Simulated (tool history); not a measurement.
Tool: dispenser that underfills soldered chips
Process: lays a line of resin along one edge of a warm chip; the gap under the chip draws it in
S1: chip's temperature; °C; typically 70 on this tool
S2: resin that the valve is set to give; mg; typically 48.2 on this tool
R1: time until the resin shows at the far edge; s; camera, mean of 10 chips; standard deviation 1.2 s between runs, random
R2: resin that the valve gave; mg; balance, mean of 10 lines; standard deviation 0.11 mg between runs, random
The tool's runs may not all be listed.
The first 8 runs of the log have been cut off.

run	hour	S1	S2	R1	R2
# hour 72.5: new syringe of resin
9	79	70	48.2	178.1	47.49
# hour 83.2: new syringe of resin
10	86.6	70	48.2	150.3	47.29
# hour 93.1: new syringe of resin
11	97.7	70	48.2	161.5	47.21
# hour 103: new syringe of resin
12	107.1	70	48.2	156.1	47.22
# hour 113.1: new syringe of resin
13	119	70	48.2	177.5	47.28
# hour 123.6: new syringe of resin
14	126.9	62	48.2	203.6	47.01
# hour 133.5: new syringe of resin
15	136.6	65	48.2	176.2	46.83
# hour 143.5: new syringe of resin
16	146.5	65	48.2	177.1	46.62
# hour 153.5: new syringe of resin
# hour 154.5: dispensing valve cleaned and set on the balance
17	160.4	65	48.2	211.4	48.17
# hour 165: new syringe of resin
# hour 175: new syringe of resin
18	175	65	48.2	151.7	47.93
19	181.5	55	56	305.9	55.81
# hour 186: new syringe of resin
# hour 196.1: new syringe of resin
20	196.6	68	42.2	139.5	41.85
21	203	68	42.2	196.8	41.84
# hour 206.6: new syringe of resin
# hour 216.5: new syringe of resin
22	217.5	73	47.2	119	46.74
# hour 226.6: new syringe of resin
23	226.6	77	47.3	100.5	46.66
24	235	77	47.3	155.1	46.37
# hour 237.7: new syringe of resin
# hour 248: new syringe of resin
25	248.1	77	61.8	96.7	60.73
# hour 257.8: new syringe of resin
26	257.8	60	56.3	183.5	55.06
# hour 268.1: new syringe of resin
27	270.8	60	56.3	212.5	54.96
# hour 278.4: new syringe of resin
28	278.6	83	53.1	82.1	51.51

Expected results for the next run?
# hour 288.3: new syringe of resin
29	290.8	83	53.1	?	?

Run 29 measured R1 91 s, R2 51.67 mg.
Without the tool's hidden state the same run would have given R1 72.6 s, R2 53.2 mg.
